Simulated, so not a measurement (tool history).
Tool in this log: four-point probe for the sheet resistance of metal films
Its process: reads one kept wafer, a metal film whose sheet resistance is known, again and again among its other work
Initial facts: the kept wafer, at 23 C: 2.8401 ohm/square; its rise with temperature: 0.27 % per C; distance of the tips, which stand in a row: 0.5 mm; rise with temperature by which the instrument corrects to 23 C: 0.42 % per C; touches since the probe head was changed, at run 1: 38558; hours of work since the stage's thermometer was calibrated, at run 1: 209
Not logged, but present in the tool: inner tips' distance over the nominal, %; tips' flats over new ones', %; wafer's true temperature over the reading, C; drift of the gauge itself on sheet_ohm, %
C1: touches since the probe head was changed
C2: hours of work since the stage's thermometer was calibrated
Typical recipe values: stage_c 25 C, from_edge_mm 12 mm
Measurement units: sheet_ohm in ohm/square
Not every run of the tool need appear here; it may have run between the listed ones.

run 1 hour=0 | stage_c=25 from_edge_mm=12 | C1=38558 C2=209 | sheet_ohm=2.841103
run 2 hour=8 | stage_c=18 from_edge_mm=12 | C1=38831 C2=214 | sheet_ohm=2.873116
run 3 hour=23.8 | stage_c=25 from_edge_mm=12 | C1=39374 C2=225 | sheet_ohm=2.841861
run 4 hour=32.6 | stage_c=25 from_edge_mm=12 | C1=39673 C2=230 | sheet_ohm=2.842118
run 5 hour=42 | stage_c=25 from_edge_mm=12 | C1=39995 C2=237 | sheet_ohm=2.842582
run 6 hour=58.6 | stage_c=25 from_edge_mm=12 | C1=40565 C2=248 | sheet_ohm=2.842056
run 7 hour=69.4 | stage_c=25 from_edge_mm=12 | C1=40933 C2=255 | sheet_ohm=2.843643
-- hour=70.8 stage's thermometer calibrated
run 8 hour=82.3 | stage_c=25 from_edge_mm=12 | C1=41359 C2=8 | sheet_ohm=2.842285
run 9 hour=97.2 | stage_c=25 from_edge_mm=12 | C1=41868 C2=17 | sheet_ohm=2.843004
run 10 hour=105.9 | stage_c=25 from_edge_mm=5 | C1=42167 C2=23 | sheet_ohm=2.855008
-- hour=121.3 stage's thermometer calibrated, once more
run 11 hour=121.3 | stage_c=25 from_edge_mm=5 | C1=42677 C2=0 | sheet_ohm=2.857004

5 ways to go on from here, each from the tool as it stands after run 11. What would each give?
run A hour=130.7 | stage_c=25 from_edge_mm=6 | C1=42998 C2=6 | sheet_ohm=?
run B hour=130.7 | stage_c=21 from_edge_mm=8 | C1=42998 C2=6 | sheet_ohm=?
run C hour=130.7 | stage_c=25 from_edge_mm=32 | C1=42998 C2=6 | sheet_ohm=?
run D hour=130.7 | stage_c=27 from_edge_mm=25 | C1=42998 C2=6 | sheet_ohm=?
run E hour=130.7 | stage_c=20 from_edge_mm=6 | C1=42998 C2=6 | sheet_ohm=?

run=A sheet_ohm=2.852205
run=B sheet_ohm=2.865691
run=C sheet_ohm=2.842296
run=D sheet_ohm=2.834303
run=E sheet_ohm=2.873756
Without the tool's unlogged condition, the same runs would have read:
run=A sheet_ohm=2.841907
run=B sheet_ohm=2.855339
run=C sheet_ohm=2.83203
run=D sheet_ohm=2.824068
run=E sheet_ohm=2.863375
